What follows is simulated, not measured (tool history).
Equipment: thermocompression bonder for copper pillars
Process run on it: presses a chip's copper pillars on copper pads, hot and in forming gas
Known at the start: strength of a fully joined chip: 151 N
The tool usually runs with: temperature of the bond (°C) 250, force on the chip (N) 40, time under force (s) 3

| run | hour | temperature of the bond (°C) | force on the chip (N) | time under force (s) | force that shears a chip off (N) |
|---|---|---|---|---|---|
| 1 | 0 | 250 | 40 | 3 | 107.7 |
| 2 | 58.7 | 250 | 40 | 3 | 108.2 |
| 3 | 107.7 | 250 | 34 | 3 | 100.6 |
| 4 | 167.9 | 250 | 34 | 3 | 101 |
| 5 | 216.8 | 250 | 40 | 3 | 107.6 |
| 6 | 277.2 | 250 | 40 | 7 | 129.2 |
| 7 | 325.2 | 250 | 40 | 7 | 128.3 |
| 8 | 367.9 | 250 | 40 | 7 | 128.3 |
| 9 | 406.4 | 250 | 40 | 7 | 129.2 |
| 10 | 438.5 | 250 | 40 | 3 | 108.4 |
| 11 | 503.9 | 250 | 40 | 3 | 107.8 |
| 12 | 539.7 | 250 | 40 | 3 | 107.7 |
| 13 | 571.5 | 250 | 40 | 3 | 106.9 |
| 14 | 619.7 | 250 | 25 | 3 | 88.6 |
| 15 | 675.9 | 250 | 25 | 3 | 88.5 |
| 16 | 744.9 | 250 | 25 | 3 | 89.2 |
| 17 | 808.4 | 250 | 25 | 3 | 89.2 |
| 18 | 878.9 | 224 | 38 | 5 | 99.7 |
| 19 | 914 | 250 | 59 | 4 | 129.2 |
| 20 | 950.9 | 221 | 54 | 3 | 97.6 |
| 21 | 1007.9 | 250 | 27 | 7 | 114.9 |
| 22 | 1064.8 | 250 | 30 | 2 | 85.3 |
| 23 | 1097.4 | 250 | 30 | 2 | 84.7 |
| 24 | 1159.1 | 267 | 30 | 5 | 121.2 |
| 25 | 1220.6 | 240 | 30 | 2 | 77.3 |
| 26 | 1291.2 | 250 | 26 | 2 | 79.6 |
| 27 | 1326.7 | 250 | 33 | 8 | 125.1 |
| 28 | 1383.2 | 250 | 33 | 8 | 125.7 |
| 29 | 1428.3 | 254 | 40 | 6 | 127.3 |
| 30 | 1495.4 | 259 | 40 | 6 | 130.5 |

Removed from this log: 5 entries logged between the listed runs. Between which two listed runs does each belong, and how does the tool's hidden state at the listed run before it compare with that at the listed run after it?
In the gap between runs 1 and 2: forming gas filter changed (hour 43.6)
  oxide that the forming gas leaves, % of the face: 0.78 -> 0.52
In the gap between runs 14 and 15: forming gas filter changed (hour 675.5)
  true temperature of the bond over the reading, C: 0.1 -> 0.2; oxide that the forming gas leaves, % of the face: 0.76 -> 0.51
In the gap between runs 19 and 20: heater calibrated with a thermocouple chip (hour 932.3)
  true temperature of the bond over the reading, C: 0.2 -> 0; oxide that the forming gas leaves, % of the face: 0.61 -> 0.63
In the gap between runs 23 and 24: force cell calibrated (hour 1112.9)
  force that reaches the chip, % of what is set: 100.3 -> 100; oxide that the forming gas leaves, % of the face: 0.69 -> 0.72
In the gap between runs 26 and 27: forming gas filter changed (hour 1311.4)
  oxide that the forming gas leaves, % of the face: 0.78 -> 0.51

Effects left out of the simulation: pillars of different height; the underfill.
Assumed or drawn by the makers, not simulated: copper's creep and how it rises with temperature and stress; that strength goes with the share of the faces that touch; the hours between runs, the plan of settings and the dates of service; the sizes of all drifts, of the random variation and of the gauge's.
